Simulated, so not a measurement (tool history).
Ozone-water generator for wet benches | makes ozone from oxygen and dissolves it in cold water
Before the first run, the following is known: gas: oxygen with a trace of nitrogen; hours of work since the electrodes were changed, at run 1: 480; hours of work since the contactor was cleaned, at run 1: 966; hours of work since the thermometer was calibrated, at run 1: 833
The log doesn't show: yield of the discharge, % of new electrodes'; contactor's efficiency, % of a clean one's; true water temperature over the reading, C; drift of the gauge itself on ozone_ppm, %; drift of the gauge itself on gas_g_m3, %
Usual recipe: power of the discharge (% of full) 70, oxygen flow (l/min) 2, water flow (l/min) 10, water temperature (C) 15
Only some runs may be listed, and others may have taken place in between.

| run | hour | power of the discharge (% of full) | oxygen flow (l/min) | water flow (l/min) | water temperature (C) | hours of work since the electrodes were changed | hours of work since the contactor was cleaned | hours of work since the thermometer was calibrated | dissolved ozone (ppm) | ozone in the gas ahead of the water (g/m3) |
|---|---|---|---|---|---|---|---|---|---|---|
| 1 | 0 | 70 | 2 | 10 | 15 | 480 | 966 | 833 | 23 | 214 |
| 2 | 47.2 | 70 | 2 | 10 | 15 | 511 | 997 | 865 | 22.7 | 215.7 |
| 3 | 84.9 | 70 | 2 | 10 | 15 | 537 | 1023 | 890 | 23.2 | 214 |
| 4 | 131.2 | 70 | 2 | 11 | 15 | 568 | 1054 | 921 | 20.9 | 216.5 |
| 5 | 154.3 | 70 | 2 | 10 | 15 | 583 | 1069 | 937 | 22.6 | 217.7 |
| 6 | 186.3 | 70 | 2 | 10 | 15 | 605 | 1090 | 958 | 22.6 | 215.3 |
| 7 | 220.6 | 70 | 2 | 10 | 15 | 628 | 1113 | 981 | 22.7 | 214.3 |
| 8 | 244.2 | 70 | 2 | 10 | 15 | 643 | 1129 | 997 | 22.7 | 214.5 |
| 9 | 292.6 | 70 | 2 | 10 | 15 | 676 | 1162 | 1029 | 23 | 216.5 |
| 10 | 334.6 | 70 | 2 | 10 | 15 | 704 | 1190 | 1057 | 23.1 | 215.2 |
|  | 342 | contactor cleaned |
| 11 | 362.1 | 70 | 2 | 10 | 15 | 720 | 13 | 1073 | 22.7 | 216.6 |
| 12 | 390.5 | 70 | 2 | 10 | 15 | 739 | 32 | 1092 | 23 | 213.3 |
| 13 | 423.6 | 70 | 2 | 10 | 15 | 761 | 55 | 1114 | 22.8 | 213.6 |
| 14 | 469.9 | 70 | 2 | 10 | 15 | 792 | 86 | 1145 | 22.4 | 214.6 |
| 15 | 493.6 | 70 | 2 | 10 | 15 | 808 | 102 | 1161 | 22.6 | 213.5 |
| 16 | 534.7 | 70 | 2 | 15 | 15 | 835 | 129 | 1189 | 15.4 | 214.2 |
| 17 | 576.1 | 70 | 2 | 10 | 15 | 863 | 157 | 1216 | 22.5 | 214.5 |
| 18 | 613.5 | 70 | 2 | 10 | 15 | 888 | 182 | 1241 | 22.3 | 214.2 |
|  | 624 | contactor cleaned, once more |
| 19 | 653.4 | 70 | 2 | 10 | 15 | 912 | 20 | 1265 | 23.2 | 212.9 |
| 20 | 680.9 | 70 | 2 | 10 | 15 | 931 | 38 | 1284 | 23 | 213.6 |
| 21 | 720.1 | 83 | 2 | 6 | 15 | 957 | 64 | 1310 | 37.3 | 237.7 |
| 22 | 757 | 72 | 2 | 12 | 15 | 982 | 89 | 1335 | 19.7 | 218.4 |
| 23 | 791.8 | 72 | 2 | 13 | 21 | 1005 | 112 | 1358 | 17.4 | 218.7 |
| 24 | 820.8 | 70 | 1.74 | 10 | 15 | 1024 | 132 | 1378 | 22.2 | 226.9 |
| 25 | 868.7 | 70 | 1.74 | 10 | 15 | 1056 | 164 | 1410 | 22.3 | 227.7 |
| 26 | 894 | 95 | 3.3 | 10 | 15 | 1073 | 181 | 1427 | 30.2 | 210 |
| 27 | 938 | 62 | 2.81 | 12 | 7 | 1103 | 210 | 1456 | 21.4 | 170.1 |
| 28 | 972.5 | 62 | 2.81 | 7 | 7 | 1126 | 233 | 1479 | 32.6 | 169.8 |
| 29 | 993.9 | 62 | 2.81 | 7 | 7 | 1140 | 248 | 1494 | 32.4 | 170.4 |
| 30 | 1033.6 | 62 | 2.81 | 7 | 7 | 1167 | 274 | 1520 | 32.8 | 171.1 |
| 31 | 1058 | 62 | 2.81 | 7 | 7 | 1183 | 291 | 1537 | 33 | 169.6 |
| 32 | 1107.2 | 64 | 2.17 | 16 | 17 | 1216 | 324 | 1569 | 14.1 | 196.8 |
| 33 | 1152.9 | 70 | 2 | 16 | 15 | 1247 | 354 | 1600 | 14.5 | 214.4 |
| 34 | 1192.7 | 70 | 2 | 16 | 15 | 1273 | 381 | 1627 | 14.7 | 211.8 |

Each row is a separate what-if for the run after 34, all from the same tool condition, not one after another. Results?
| A | 1236.2 | 51 | 2 | 8 | 17 | 1303 | 410 | 1656 | ? | ? |
| B | 1236.2 | 70 | 2 | 16 | 14 | 1303 | 410 | 1656 | ? | ? |
| C | 1236.2 | 42 | 2 | 14 | 15 | 1303 | 410 | 1656 | ? | ? |

| run | dissolved ozone (ppm) | ozone in the gas ahead of the water (g/m3) |
|---|---|---|
| A | 22 | 173.5 |
| B | 14.6 | 210.7 |
| C | 12.3 | 153.2 |
What these runs would have given with no unlogged condition in the tool:
| run | dissolved ozone (ppm) | ozone in the gas ahead of the water (g/m3) |
|---|---|---|
| A | 22.4 | 176.5 |
| B | 15 | 215.3 |
| C | 12.5 | 155.4 |

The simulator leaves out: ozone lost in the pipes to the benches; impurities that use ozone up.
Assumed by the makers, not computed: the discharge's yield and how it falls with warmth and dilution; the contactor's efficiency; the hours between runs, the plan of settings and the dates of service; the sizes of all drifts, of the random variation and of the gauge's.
